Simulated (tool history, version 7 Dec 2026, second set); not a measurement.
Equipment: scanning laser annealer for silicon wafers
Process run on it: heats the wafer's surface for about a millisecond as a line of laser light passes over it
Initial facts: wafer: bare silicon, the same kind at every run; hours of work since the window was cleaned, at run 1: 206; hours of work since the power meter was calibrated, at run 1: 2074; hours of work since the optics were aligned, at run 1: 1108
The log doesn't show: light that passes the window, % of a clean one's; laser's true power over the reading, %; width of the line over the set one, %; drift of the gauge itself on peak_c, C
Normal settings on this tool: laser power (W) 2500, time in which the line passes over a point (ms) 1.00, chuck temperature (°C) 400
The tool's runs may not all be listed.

| run | day | laser power (W) | time in which the line passes over a point (ms) | chuck temperature (°C) | hours of work since the window was cleaned | hours of work since the power meter was calibrated | hours of work since the optics were aligned | highest temperature of the surface (°C) |
|---|---|---|---|---|---|---|---|---|
| 1 | 0.000 | 2500 | 1.00 | 400 | 206 | 2074 | 1108 | 1154 |
| 2 | 1.808 | 2500 | 1.00 | 400 | 234 | 2102 | 1136 | 1155 |
| 3 | 4.121 | 2500 | 0.77 | 400 | 270 | 2138 | 1172 | 1054 |
| 4 | 5.946 | 2681 | 1.00 | 400 | 298 | 2166 | 1201 | 1200 |
| 5 | 7.925 | 2681 | 1.00 | 421 | 329 | 2197 | 1231 | 1217 |
| 6 | 9.971 | 2681 | 1.00 | 421 | 361 | 2229 | 1263 | 1216 |
|  | 12.633 | window over the wafer cleaned |
| 7 | 13.275 | 2681 | 1.00 | 421 | 10 | 2279 | 1313 | 1194 |
|  | 15.988 | optics aligned, line set to its width |
| 8 | 16.254 | 2681 | 1.00 | 421 | 53 | 2322 | 4 | 1203 |
| 9 | 18.862 | 2681 | 1.00 | 400 | 93 | 2362 | 45 | 1172 |
| 10 | 21.262 | 2500 | 1.00 | 438 | 131 | 2399 | 82 | 1157 |
| 11 | 24.604 | 2500 | 1.00 | 438 | 182 | 2451 | 134 | 1151 |
| 12 | 27.929 | 2217 | 1.00 | 400 | 234 | 2503 | 185 | 1026 |
|  | 29.088 | window over the wafer cleaned, once more |
| 13 | 30.221 | 2500 | 1.00 | 400 | 18 | 2537 | 219 | 1175 |
| 14 | 33.288 | 2500 | 1.00 | 400 | 65 | 2584 | 267 | 1172 |
| 15 | 36.146 | 2500 | 1.00 | 400 | 109 | 2629 | 311 | 1167 |
| 16 | 38.654 | 2500 | 1.00 | 400 | 148 | 2668 | 350 | 1163 |
| 17 | 41.112 | 2500 | 1.00 | 400 | 186 | 2706 | 388 | 1160 |
| 18 | 43.262 | 2500 | 1.00 | 400 | 220 | 2739 | 422 | 1157 |
| 19 | 46.621 | 2500 | 1.00 | 400 | 272 | 2791 | 474 | 1153 |
| 20 | 50.050 | 2500 | 1.00 | 400 | 325 | 2844 | 527 | 1146 |
| 21 | 52.196 | 2361 | 0.88 | 400 | 358 | 2877 | 560 | 1056 |
|  | 54.896 | window over the wafer cleaned |
| 22 | 54.996 | 2592 | 0.73 | 400 | 2 | 2920 | 602 | 1082 |
| 23 | 58.000 | 2592 | 0.73 | 400 | 48 | 2966 | 649 | 1079 |
| 24 | 60.125 | 2500 | 1.22 | 388 | 81 | 2999 | 682 | 1235 |
| 25 | 62.692 | 2500 | 1.00 | 401 | 121 | 3039 | 721 | 1161 |
| 26 | 65.600 | 2500 | 1.00 | 401 | 166 | 3084 | 767 | 1158 |
| 27 | 68.125 | 2500 | 0.84 | 396 | 205 | 3123 | 806 | 1083 |
|  | 68.983 | laser's power meter calibrated |
| 28 | 70.058 | 2500 | 1.05 | 400 | 233 | 17 | 834 | 1182 |
| 29 | 72.458 | 2500 | 0.72 | 398 | 270 | 54 | 871 | 1038 |
| 30 | 75.758 | 2500 | 0.71 | 401 | 322 | 105 | 922 | 1032 |
| 31 | 77.608 | 2625 | 0.90 | 401 | 350 | 134 | 951 | 1145 |
| 32 | 79.442 | 2625 | 0.90 | 401 | 379 | 162 | 979 | 1141 |
|  | 80.771 | window over the wafer cleaned |
| 33 | 81.800 | 2518 | 1.03 | 394 | 16 | 197 | 1014 | 1191 |
| 34 | 83.629 | 2501 | 1.00 | 400 | 44 | 226 | 1043 | 1176 |
| 35 | 85.025 | 2501 | 0.74 | 368 | 66 | 247 | 1064 | 1031 |
| 36 | 87.521 | 2468 | 0.74 | 385 | 105 | 286 | 1103 | 1037 |
| 37 | 90.100 | 2468 | 0.74 | 385 | 145 | 326 | 1143 | 1035 |
| 38 | 92.221 | 2468 | 0.74 | 385 | 178 | 359 | 1176 | 1031 |
| 39 | 94.783 | 2157 | 0.74 | 385 | 217 | 399 | 1216 | 943 |
| 40 | 97.383 | 2157 | 0.74 | 385 | 258 | 439 | 1256 | 942 |

Each run again, without the hidden state but with its own random variation kept:
| run | highest temperature of the surface (°C) |
|---|---|
| 1 | 1194 |
| 2 | 1197 |
| 3 | 1094 |
| 4 | 1252 |
| 5 | 1272 |
| 6 | 1275 |
| 7 | 1276 |
| 8 | 1277 |
| 9 | 1249 |
| 10 | 1233 |
| 11 | 1232 |
| 12 | 1102 |
| 13 | 1194 |
| 14 | 1195 |
| 15 | 1195 |
| 16 | 1195 |
| 17 | 1196 |
| 18 | 1196 |
| 19 | 1197 |
| 20 | 1196 |
| 21 | 1103 |
| 22 | 1101 |
| 23 | 1101 |
| 24 | 1267 |
| 25 | 1195 |
| 26 | 1196 |
| 27 | 1121 |
| 28 | 1216 |
| 29 | 1069 |
| 30 | 1067 |
| 31 | 1189 |
| 32 | 1189 |
| 33 | 1207 |
| 34 | 1194 |
| 35 | 1048 |
| 36 | 1058 |
| 37 | 1059 |
| 38 | 1058 |
| 39 | 969 |
| 40 | 971 |
